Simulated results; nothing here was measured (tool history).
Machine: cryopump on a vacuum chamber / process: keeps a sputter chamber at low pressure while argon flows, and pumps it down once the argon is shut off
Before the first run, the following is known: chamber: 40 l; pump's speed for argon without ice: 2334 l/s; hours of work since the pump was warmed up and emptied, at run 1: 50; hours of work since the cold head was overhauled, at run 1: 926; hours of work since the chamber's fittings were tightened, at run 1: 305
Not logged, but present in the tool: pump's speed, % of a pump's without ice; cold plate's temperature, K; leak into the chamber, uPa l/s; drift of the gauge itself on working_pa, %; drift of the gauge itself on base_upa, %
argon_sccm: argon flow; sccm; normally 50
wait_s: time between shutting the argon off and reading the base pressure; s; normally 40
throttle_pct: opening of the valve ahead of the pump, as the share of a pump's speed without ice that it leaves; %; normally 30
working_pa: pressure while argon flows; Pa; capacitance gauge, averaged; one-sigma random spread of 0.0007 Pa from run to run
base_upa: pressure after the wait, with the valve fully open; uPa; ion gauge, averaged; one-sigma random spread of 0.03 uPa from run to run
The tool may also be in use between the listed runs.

run	hour	argon_sccm	wait_s	throttle_pct	hours of work since the pump was warmed up and emptied	hours of work since the cold head was overhauled	hours of work since the chamber's fittings were tightened	working_pa	base_upa
1	0	50	40	30	50	926	305	0.1209	1.57
2	36.4	22	40	30	78	954	333	0.0543	1.6
3	75.2	22	40	30	107	983	362	0.0543	1.61
4	109.7	50	77	30	134	1010	389	0.1252	0.93
5	151.1	50	77	34	166	1042	421	0.1117	0.97
6	195.2	50	40	16	199	1075	454	0.2321	1.67
7	242	50	40	16	235	1111	490	0.2351	1.67
8	282.4	97	40	30	266	1142	521	0.2548	1.66
9	329.7	97	40	30	302	1178	557	0.2573	1.74
10	358.3	50	40	30	324	1200	579	0.1346	1.75
11	380.1	81	40	18	341	1217	596	0.3495	1.74
12	406.6	81	40	18	361	1237	616	0.3506	1.72
13	457.8	50	46	30	401	1277	656	0.1384	1.58
# hour 490.1: pump warmed up, emptied and cooled again
14	497.3	53	282	30	6	1303	682	0.1291	0.45
15	536.5	53	282	30	36	1333	712	0.129	0.48
16	564.9	53	282	30	57	1355	734	0.13	0.46
17	598.1	53	29	32	83	1380	759	0.1241	2.13
18	645.9	50	259	17	119	1417	796	0.2175	0.52
19	673.7	50	46	16	141	1438	817	0.2318	1.49
20	703.9	94	40	30	164	1461	840	0.2353	1.77

What if the next run were any one of these 5? Each begins from the tool's condition after run 20:
A	728.6	50	68	20	183	1480	859	?	?
B	728.6	24	37	22	183	1480	859	?	?
C	728.6	46	167	30	183	1480	859	?	?
D	728.6	94	55	39	183	1480	859	?	?
E	728.6	94	44	30	183	1480	859	?	?

run	working_pa	base_upa
A	0.1876	1.17
B	0.0825	1.84
C	0.1175	0.65
D	0.1862	1.3
E	0.2399	1.64
Had the tool no hidden state, the same runs would have come out as:
run	working_pa	base_upa
A	0.1809	0.95
B	0.0793	1.62
C	0.1113	0.43
D	0.1735	1.09
E	0.2271	1.42
